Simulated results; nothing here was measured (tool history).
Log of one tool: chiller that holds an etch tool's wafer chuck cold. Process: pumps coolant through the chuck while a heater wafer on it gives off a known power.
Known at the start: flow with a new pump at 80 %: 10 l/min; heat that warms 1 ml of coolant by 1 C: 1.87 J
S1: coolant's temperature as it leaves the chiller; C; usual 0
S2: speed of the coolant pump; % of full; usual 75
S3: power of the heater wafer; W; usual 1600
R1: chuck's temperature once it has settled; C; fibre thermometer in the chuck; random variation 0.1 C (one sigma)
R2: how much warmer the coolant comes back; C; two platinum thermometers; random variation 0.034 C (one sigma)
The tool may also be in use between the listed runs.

{"run": 1, "hour": 0.0, "S1": 0, "S2": 75, "S3": 1600, "R1": 12.4, "R2": 5.49}
{"run": 2, "hour": 19.9, "S1": 0, "S2": 75, "S3": 1600, "R1": 12.6, "R2": 5.53}
{"run": 3, "hour": 34.1, "S1": 0, "S2": 75, "S3": 1600, "R1": 12.6, "R2": 5.51}
{"run": 4, "hour": 63.4, "S1": 3, "S2": 75, "S3": 1600, "R1": 15.7, "R2": 5.51}
{"run": 5, "hour": 96.0, "S1": 0, "S2": 75, "S3": 940, "R1": 7.5, "R2": 3.25}
{"run": 6, "hour": 129.3, "S1": 3, "S2": 75, "S3": 1600, "R1": 15.6, "R2": 5.56}
{"run": 7, "hour": 144.5, "S1": 0, "S2": 75, "S3": 1232, "R1": 9.5, "R2": 4.27}
{"run": 8, "hour": 171.1, "S1": -4, "S2": 75, "S3": 1600, "R1": 8.5, "R2": 5.56}
{"run": 9, "hour": 204.7, "S1": -4, "S2": 75, "S3": 1600, "R1": 8.5, "R2": 5.5}
{"run": 10, "hour": 226.9, "S1": -4, "S2": 75, "S3": 1600, "R1": 8.6, "R2": 5.5}
{"run": 11, "hour": 247.8, "S1": 0, "S2": 75, "S3": 1600, "R1": 12.4, "R2": 5.47}
{"run": 12, "hour": 262.6, "S1": 0, "S2": 75, "S3": 1600, "R1": 12.6, "R2": 5.49}
{"run": 13, "hour": 277.7, "S1": 0, "S2": 75, "S3": 1600, "R1": 12.5, "R2": 5.52}
{"run": 14, "hour": 304.0, "S1": 0, "S2": 75, "S3": 1600, "R1": 12.8, "R2": 5.53}
{"run": 15, "hour": 324.0, "S1": 0, "S2": 75, "S3": 1600, "R1": 12.8, "R2": 5.55}
{"run": 16, "hour": 353.8, "S1": 0, "S2": 75, "S3": 1095, "R1": 8.9, "R2": 3.84}
{"run": 17, "hour": 370.0, "S1": -1, "S2": 85, "S3": 1095, "R1": 6.9, "R2": 3.31}
{"run": 18, "hour": 394.4, "S1": 8, "S2": 75, "S3": 1414, "R1": 19.5, "R2": 4.91}
{"run": 19, "hour": 416.5, "S1": 9, "S2": 66, "S3": 1243, "R1": 19.9, "R2": 4.93}
{"run": 20, "hour": 439.2, "S1": 9, "S2": 66, "S3": 1243, "R1": 19.8, "R2": 4.94}
{"hour": 441.7, "done": "chiller's thermometer calibrated"}
{"run": 21, "hour": 456.1, "S1": 9, "S2": 66, "S3": 1243, "R1": 20.1, "R2": 4.87}
{"run": 22, "hour": 473.1, "S1": 3, "S2": 79, "S3": 1600, "R1": 15.5, "R2": 5.17}
{"run": 23, "hour": 493.4, "S1": 3, "S2": 79, "S3": 1600, "R1": 15.3, "R2": 5.22}
{"run": 24, "hour": 523.2, "S1": 3, "S2": 79, "S3": 1600, "R1": 15.5, "R2": 5.2}
{"run": 25, "hour": 541.3, "S1": 3, "S2": 79, "S3": 1600, "R1": 15.5, "R2": 5.21}
{"run": 26, "hour": 563.7, "S1": 0, "S2": 79, "S3": 1374, "R1": 10.6, "R2": 4.45}
{"run": 27, "hour": 585.8, "S1": -2, "S2": 80, "S3": 1169, "R1": 7.0, "R2": 3.77}
{"run": 28, "hour": 607.0, "S1": -2, "S2": 80, "S3": 1169, "R1": 7.0, "R2": 3.81}
{"run": 29, "hour": 629.2, "S1": -2, "S2": 80, "S3": 1169, "R1": 6.9, "R2": 3.78}
{"hour": 647.9, "done": "chiller's thermometer calibrated, once more"}
{"run": 30, "hour": 659.5, "S1": -2, "S2": 96, "S3": 1102, "R1": 5.2, "R2": 2.9}
{"run": 31, "hour": 689.1, "S1": -7, "S2": 79, "S3": 1744, "R1": 6.0, "R2": 5.67}
{"run": 32, "hour": 709.9, "S1": -7, "S2": 77, "S3": 2145, "R1": 9.1, "R2": 7.26}

Hidden state or all else? Some run-to-run changes of R1, split into what the settings, what came in and random variation would give without the hidden state, and what is left for the hidden state (with any gauge scatter that isn't in both results):
The hidden state here: heat passed by the chuck's channels, % of clean ones'; flow at a given pump speed, % of a new pump's; coolant's true temperature over the reading, C; drift of the gauge itself on chuck_c, C; drift of the gauge itself on warmer_back_c, C.
Run 4 -> 5: S1 3 -> 0, S3 1600 -> 940. R1 -8.2 C: hidden state -0.2, all else -8.0.
Run 5 -> 6: S1 0 -> 3, S3 940 -> 1600. R1 +8.1 C: hidden state +0.2, all else +7.9.
Run 17 -> 18: S1 -1 -> 8, S2 85 -> 75, S3 1095 -> 1414. R1 +12.6 C: hidden state +0.1, all else +12.5.
Run 29 -> 30: S2 80 -> 96, S3 1169 -> 1102, chiller's thermometer calibrated, once more. R1 -1.7 C: hidden state -0.6, all else -1.1.
Run 30 -> 31: S1 -2 -> -7, S2 96 -> 79, S3 1102 -> 1744. R1 +0.8 C: hidden state +0.3, all else +0.5.
